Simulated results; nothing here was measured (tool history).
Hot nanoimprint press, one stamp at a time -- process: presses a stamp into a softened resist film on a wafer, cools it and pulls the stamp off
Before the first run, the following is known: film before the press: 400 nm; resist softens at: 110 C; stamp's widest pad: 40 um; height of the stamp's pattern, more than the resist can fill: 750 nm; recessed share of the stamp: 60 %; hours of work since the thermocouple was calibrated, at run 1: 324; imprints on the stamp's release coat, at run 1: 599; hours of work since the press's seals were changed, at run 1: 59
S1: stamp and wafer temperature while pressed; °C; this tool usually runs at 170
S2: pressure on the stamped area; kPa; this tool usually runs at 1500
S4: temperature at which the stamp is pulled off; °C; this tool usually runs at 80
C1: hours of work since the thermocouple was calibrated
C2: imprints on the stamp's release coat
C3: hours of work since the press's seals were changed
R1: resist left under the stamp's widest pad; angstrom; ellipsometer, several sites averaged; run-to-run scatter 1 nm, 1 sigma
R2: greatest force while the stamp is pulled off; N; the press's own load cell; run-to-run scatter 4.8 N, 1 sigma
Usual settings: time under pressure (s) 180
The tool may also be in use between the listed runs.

Run 1, day 0.000: usual settings; C1 324; C2 599; C3 59. Result: R1 1550 angstrom, R2 269 N.
Run 2, day 0.246: usual settings; C1 328; C2 618; C3 62. Result: R1 1551 angstrom, R2 271 N.
Run 3, day 0.604: usual settings but S2 1530 kPa; C1 333; C2 644; C3 68. Result: R1 1539 angstrom, R2 289 N.
At day 0.925: stamp cleaned and given a new release coat.
Run 4, day 1.217: usual settings but S2 1040 kPa; C1 339; C2 22; C3 74. Result: R1 1791 angstrom, R2 236 N.
Run 5, day 1.600: usual settings; C1 345; C2 50; C3 79. Result: R1 1544 angstrom, R2 237 N.
Run 6, day 1.838: usual settings but S2 1120 kPa; C1 348; C2 68; C3 83. Result: R1 1774 angstrom, R2 242 N.
Run 7, day 2.250: usual settings but S2 1170 kPa; C1 355; C2 98; C3 89. Result: R1 1719 angstrom, R2 250 N.
Run 8, day 2.562: usual settings but S2 1170 kPa; C1 359; C2 121; C3 94. Result: R1 1734 angstrom, R2 248 N.
Run 9, day 2.967: usual settings; C1 366; C2 151; C3 100. Result: R1 1563 angstrom, R2 251 N.
Run 10, day 3.462: usual settings but time under pressure (s) 101; C1 373; C2 188; C3 108. Result: R1 1996 angstrom, R2 248 N.
At day 3.671: plate thermocouple calibrated.
Run 11, day 4.058: usual settings but time under pressure (s) 99; C1 6; C2 222; C3 115. Result: R1 2022 angstrom, R2 244 N.
Run 12, day 4.279: usual settings; C1 9; C2 239; C3 119. Result: R1 1598 angstrom, R2 245 N.
Run 13, day 4.575: usual settings; C1 14; C2 261; C3 123. Result: R1 1622 angstrom, R2 256 N.
Run 14, day 4.912: usual settings; C1 19; C2 285; C3 128. Result: R1 1613 angstrom, R2 254 N.
Run 15, day 5.317: usual settings but time under pressure (s) 126, S4 72 °C; C1 25; C2 315; C3 135. Result: R1 1836 angstrom, R2 269 N.
Run 16, day 5.700: usual settings but time under pressure (s) 126, S4 72 °C; C1 31; C2 344; C3 141. Result: R1 1859 angstrom, R2 280 N.
Run 17, day 6.196: usual settings but S1 181 °C, S4 67 °C; C1 39; C2 380; C3 148. Result: R1 792 angstrom, R2 289 N.
At day 6.479: plate thermocouple calibrated, once more.
Run 18, day 6.667: usual settings but S1 181 °C, S4 67 °C; C1 3; C2 406; C3 154. Result: R1 712 angstrom, R2 278 N.
Run 19, day 6.896: usual settings; C1 6; C2 423; C3 157. Result: R1 1413 angstrom, R2 256 N.
Run 20, day 7.400: usual settings but time under pressure (s) 209, S4 71 °C; C1 14; C2 460; C3 165. Result: R1 1343 angstrom, R2 275 N.
Run 21, day 7.817: usual settings but time under pressure (s) 209, S4 71 °C; C1 21; C2 491; C3 171. Result: R1 1350 angstrom, R2 286 N.
Run 22, day 8.038: usual settings but S1 176 °C, S2 1010 kPa, time under pressure (s) 271, S4 85 °C; C1 24; C2 507; C3 175. Result: R1 969 angstrom, R2 250 N.
Run 23, day 8.554: usual settings but S1 158 °C, S4 70 °C; C1 32; C2 545; C3 183. Result: R1 2838 angstrom, R2 281 N.
Run 24, day 8.771: usual settings but time under pressure (s) 254, S4 86 °C; C1 35; C2 561; C3 186. Result: R1 1218 angstrom, R2 248 N.
Run 25, day 9.125: usual settings but S2 2000 kPa, time under pressure (s) 131; C1 41; C2 587; C3 191. Result: R1 1454 angstrom, R2 265 N.
Run 26, day 9.479: usual settings but S1 176 °C, S2 900 kPa; C1 46; C2 614; C3 197. Result: R1 1230 angstrom, R2 259 N.
Run 27, day 9.875: usual settings but S1 182 °C, S2 920 kPa, time under pressure (s) 112; C1 52; C2 643; C3 203. Result: R1 1067 angstrom, R2 264 N.
At day 10.212: stamp cleaned and given a new release coat.
Run 28, day 10.638: usual settings but S1 182 °C, S2 920 kPa, time under pressure (s) 112; C1 60; C2 32; C3 211. Result: R1 1058 angstrom, R2 225 N.

Describe how what the log doesn't record of the tool's condition differs between the last listed run preceding each entry between runs and the first listed run following it.
Between runs 3 and 4: stamp cleaned and given a new release coat (day 0.925)
  true temperature over the reading, C: -1.14 -> -1.16; pressure that arrives at the usual setting, %: 99.97 -> 99.96; grip of the stamp's worn release coat, % over a new coat's: 14.6 -> 0.5
  measured minus no-state result, R1: +109 -> +122 angstrom; R2: +39 -> +3 N
Between runs 10 and 11: plate thermocouple calibrated (day 3.671)
  true temperature over the reading, C: -1.29 -> -1.68; pressure that arrives at the usual setting, %: 99.87 -> 99.85; grip of the stamp's worn release coat, % over a new coat's: 4.2 -> 5
  measured minus no-state result, R1: +146 -> +189 angstrom; R2: +12 -> +14 N
Between runs 17 and 18: plate thermocouple calibrated, once more (day 6.479)
  true temperature over the reading, C: -1.8 -> 0.17; pressure that arrives at the usual setting, %: 99.77 -> 99.75; grip of the stamp's worn release coat, % over a new coat's: 8.5 -> 9.1
  measured minus no-state result, R1: +85 -> -6 angstrom; R2: +26 -> +23 N
Between runs 27 and 28: stamp cleaned and given a new release coat (day 10.212)
  true temperature over the reading, C: -0.03 -> -0.05; pressure that arrives at the usual setting, %: 99.63 -> 99.61; grip of the stamp's worn release coat, % over a new coat's: 14.6 -> 0.7
  measured minus no-state result, R1: +3 -> +5 angstrom; R2: +34 -> +2 N
